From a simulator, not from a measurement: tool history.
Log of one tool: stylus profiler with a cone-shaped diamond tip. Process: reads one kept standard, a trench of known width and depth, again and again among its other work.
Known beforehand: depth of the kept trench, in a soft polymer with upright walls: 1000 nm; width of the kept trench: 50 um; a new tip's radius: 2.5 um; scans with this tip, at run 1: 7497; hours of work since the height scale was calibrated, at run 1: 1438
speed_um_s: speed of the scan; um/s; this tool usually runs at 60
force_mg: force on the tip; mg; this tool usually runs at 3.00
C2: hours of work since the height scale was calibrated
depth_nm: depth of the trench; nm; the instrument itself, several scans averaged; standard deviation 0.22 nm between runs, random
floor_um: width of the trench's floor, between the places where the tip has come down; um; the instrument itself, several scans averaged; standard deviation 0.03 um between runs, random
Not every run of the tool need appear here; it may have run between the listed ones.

run 1 hour=0.0 | speed_um_s=60 force_mg=3.00 | scans_with_this_tip=7497 C2=1438 | depth_nm=998.73 floor_um=43.12
run 2 hour=66.3 | speed_um_s=60 force_mg=3.00 | scans_with_this_tip=7736 C2=1484 | depth_nm=998.91 floor_um=43.04
run 3 hour=110.9 | speed_um_s=60 force_mg=3.00 | scans_with_this_tip=7896 C2=1515 | depth_nm=998.66 floor_um=43.01
run 4 hour=178.7 | speed_um_s=60 force_mg=3.00 | scans_with_this_tip=8139 C2=1561 | depth_nm=998.57 floor_um=42.89
run 5 hour=245.8 | speed_um_s=60 force_mg=3.00 | scans_with_this_tip=8381 C2=1608 | depth_nm=998.23 floor_um=42.88
run 6 hour=312.1 | speed_um_s=60 force_mg=2.47 | scans_with_this_tip=8619 C2=1653 | depth_nm=996.70 floor_um=42.75
run 7 hour=363.5 | speed_um_s=60 force_mg=2.47 | scans_with_this_tip=8803 C2=1689 | depth_nm=996.41 floor_um=42.71
-- hour=370.1 height scale calibrated on a step standard
run 8 hour=424.5 | speed_um_s=60 force_mg=4.02 | scans_with_this_tip=9021 C2=37 | depth_nm=992.61 floor_um=42.71
run 9 hour=468.9 | speed_um_s=60 force_mg=4.02 | scans_with_this_tip=9180 C2=68 | depth_nm=992.62 floor_um=42.66
run 10 hour=506.7 | speed_um_s=60 force_mg=4.02 | scans_with_this_tip=9316 C2=94 | depth_nm=992.19 floor_um=42.64
-- hour=513.7 height scale calibrated on a step standard, once more
run 11 hour=576.0 | speed_um_s=60 force_mg=4.02 | scans_with_this_tip=9563 C2=43 | depth_nm=1007.81 floor_um=42.55
run 12 hour=608.2 | speed_um_s=16 force_mg=2.81 | scans_with_this_tip=9679 C2=65 | depth_nm=1006.33 floor_um=42.71
run 13 hour=655.2 | speed_um_s=46 force_mg=1.92 | scans_with_this_tip=9848 C2=97 | depth_nm=1004.23 floor_um=42.46
run 14 hour=713.2 | speed_um_s=33 force_mg=3.50 | scans_with_this_tip=10056 C2=137 | depth_nm=1006.75 floor_um=42.55
run 15 hour=773.5 | speed_um_s=33 force_mg=3.50 | scans_with_this_tip=10273 C2=179 | depth_nm=1006.63 floor_um=42.51
run 16 hour=826.3 | speed_um_s=19 force_mg=6.90 | scans_with_this_tip=10463 C2=215 | depth_nm=1010.43 floor_um=42.54
run 17 hour=868.9 | speed_um_s=44 force_mg=2.00 | scans_with_this_tip=10616 C2=245 | depth_nm=1003.77 floor_um=42.29

Here are 5 independent what-if runs from the current tool condition. What would each one return?
run A hour=942.6 | speed_um_s=40 force_mg=5.51 | scans_with_this_tip=10881 C2=296 | depth_nm=? floor_um=?
run B hour=942.6 | speed_um_s=179 force_mg=1.09 | scans_with_this_tip=10881 C2=296 | depth_nm=? floor_um=?
run C hour=942.6 | speed_um_s=60 force_mg=1.37 | scans_with_this_tip=10881 C2=296 | depth_nm=? floor_um=?
run D hour=942.6 | speed_um_s=130 force_mg=5.58 | scans_with_this_tip=10881 C2=296 | depth_nm=? floor_um=?
run E hour=942.6 | speed_um_s=83 force_mg=3.81 | scans_with_this_tip=10881 C2=296 | depth_nm=? floor_um=?

run=A depth_nm=1008.36 floor_um=42.35
run=B depth_nm=1002.48 floor_um=41.10
run=C depth_nm=1002.57 floor_um=42.08
run=D depth_nm=1008.87 floor_um=42.04
run=E depth_nm=1006.40 floor_um=42.11
Had the tool no hidden state, the same runs would have come out as:
run=A depth_nm=1009.31 floor_um=45.86
run=B depth_nm=1003.42 floor_um=44.61
run=C depth_nm=1003.51 floor_um=45.59
run=D depth_nm=1009.82 floor_um=45.55
run=E depth_nm=1007.34 floor_um=45.62
